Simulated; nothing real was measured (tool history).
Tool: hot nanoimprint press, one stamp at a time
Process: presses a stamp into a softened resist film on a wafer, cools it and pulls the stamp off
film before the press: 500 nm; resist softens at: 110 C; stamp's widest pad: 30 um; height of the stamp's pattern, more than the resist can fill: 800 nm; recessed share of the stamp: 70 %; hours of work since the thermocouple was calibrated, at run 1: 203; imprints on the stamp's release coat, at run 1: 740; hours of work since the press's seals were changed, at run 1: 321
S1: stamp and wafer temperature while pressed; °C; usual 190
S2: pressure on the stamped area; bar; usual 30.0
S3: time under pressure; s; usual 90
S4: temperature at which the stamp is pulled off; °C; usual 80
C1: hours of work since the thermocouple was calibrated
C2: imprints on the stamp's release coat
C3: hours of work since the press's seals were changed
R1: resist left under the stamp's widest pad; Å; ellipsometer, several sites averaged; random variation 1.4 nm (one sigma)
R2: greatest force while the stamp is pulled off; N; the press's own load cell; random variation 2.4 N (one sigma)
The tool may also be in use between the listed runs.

run 1 hour=0.0 | S1=190 S2=30.0 S3=90 S4=80 | C1=203 C2=740 C3=321 | R1=2131 R2=123
run 2 hour=16.6 | S1=190 S2=30.0 S3=90 S4=80 | C1=213 C2=777 C3=331 | R1=2159 R2=125
run 3 hour=33.9 | S1=190 S2=30.0 S3=90 S4=80 | C1=223 C2=816 C3=341 | R1=2155 R2=127
run 4 hour=54.6 | S1=190 S2=30.0 S3=90 S4=80 | C1=235 C2=863 C3=352 | R1=2162 R2=131
run 5 hour=66.5 | S1=190 S2=30.0 S3=90 S4=80 | C1=241 C2=890 C3=359 | R1=2162 R2=129
run 6 hour=77.2 | S1=190 S2=30.0 S3=90 S4=80 | C1=248 C2=914 C3=365 | R1=2167 R2=132
run 7 hour=87.6 | S1=190 S2=30.0 S3=90 S4=80 | C1=254 C2=938 C3=371 | R1=2192 R2=128
run 8 hour=104.6 | S1=190 S2=30.0 S3=90 S4=80 | C1=263 C2=976 C3=381 | R1=2157 R2=138
run 9 hour=119.2 | S1=190 S2=30.0 S3=90 S4=80 | C1=272 C2=1009 C3=389 | R1=2161 R2=135
run 10 hour=135.9 | S1=190 S2=30.0 S3=90 S4=80 | C1=281 C2=1047 C3=399 | R1=2139 R2=133
run 11 hour=151.2 | S1=190 S2=30.0 S3=90 S4=80 | C1=290 C2=1082 C3=408 | R1=2160 R2=132
run 12 hour=162.3 | S1=190 S2=30.0 S3=90 S4=80 | C1=296 C2=1106 C3=414 | R1=2184 R2=135
run 13 hour=183.3 | S1=190 S2=30.0 S3=90 S4=80 | C1=308 C2=1154 C3=426 | R1=2147 R2=142
run 14 hour=191.8 | S1=190 S2=30.0 S3=90 S4=80 | C1=313 C2=1173 C3=431 | R1=2183 R2=136
run 15 hour=201.2 | S1=188 S2=47.1 S3=90 S4=86 | C1=318 C2=1194 C3=436 | R1=1820 R2=119
run 16 hour=214.3 | S1=179 S2=18.6 S3=90 S4=80 | C1=326 C2=1224 C3=444 | R1=3707 R2=136
run 17 hour=223.6 | S1=179 S2=18.6 S3=90 S4=80 | C1=331 C2=1245 C3=449 | R1=3706 R2=139
run 18 hour=232.2 | S1=179 S2=18.6 S3=90 S4=80 | C1=336 C2=1264 C3=454 | R1=3745 R2=132
run 19 hour=242.7 | S1=201 S2=25.1 S3=115 S4=76 | C1=342 C2=1288 C3=460 | R1=1573 R2=151
run 20 hour=263.0 | S1=201 S2=25.1 S3=115 S4=80 | C1=354 C2=1334 C3=472 | R1=1560 R2=142
run 21 hour=274.7 | S1=190 S2=45.8 S3=134 S4=80 | C1=360 C2=1360 C3=478 | R1=1505 R2=141
run 22 hour=290.4 | S1=190 S2=19.4 S3=82 S4=80 | C1=369 C2=1396 C3=487 | R1=2815 R2=141
run 23 hour=303.9 | S1=190 S2=19.4 S3=82 S4=80 | C1=377 C2=1426 C3=495 | R1=2840 R2=145
run 24 hour=323.5 | S1=190 S2=19.4 S3=82 S4=80 | C1=388 C2=1471 C3=506 | R1=2818 R2=143
run 25 hour=343.9 | S1=190 S2=19.4 S3=82 S4=80 | C1=400 C2=1517 C3=518 | R1=2813 R2=146
run 26 hour=364.3 | S1=190 S2=19.4 S3=82 S4=80 | C1=412 C2=1563 C3=529 | R1=2813 R2=144
run 27 hour=374.1 | S1=196 S2=19.4 S3=82 S4=72 | C1=417 C2=1585 C3=535 | R1=2375 R2=177

Forecast each of these 5 alternatives for the next run:
run A hour=383.1 | S1=184 S2=22.1 S3=82 S4=68 | C1=422 C2=1605 C3=540 | R1=? R2=?
run B hour=383.1 | S1=193 S2=22.8 S3=82 S4=66 | C1=422 C2=1605 C3=540 | R1=? R2=?
run C hour=383.1 | S1=190 S2=45.2 S3=90 S4=80 | C1=422 C2=1605 C3=540 | R1=? R2=?
run D hour=383.1 | S1=190 S2=23.0 S3=90 S4=80 | C1=422 C2=1605 C3=540 | R1=? R2=?
run E hour=383.1 | S1=195 S2=18.0 S3=90 S4=79 | C1=422 C2=1605 C3=540 | R1=? R2=?

run=A R1=3170 R2=180
run=B R1=2393 R2=192
run=C R1=1766 R2=152
run=D R1=2525 R2=151
run=E R1=2483 R2=154
Without the tool's hidden state the same runs would have given:
run=A R1=3048 R2=131
run=B R1=2290 R2=139
run=C R1=1654 R2=109
run=D R1=2415 R2=109
run=E R1=2387 R2=110
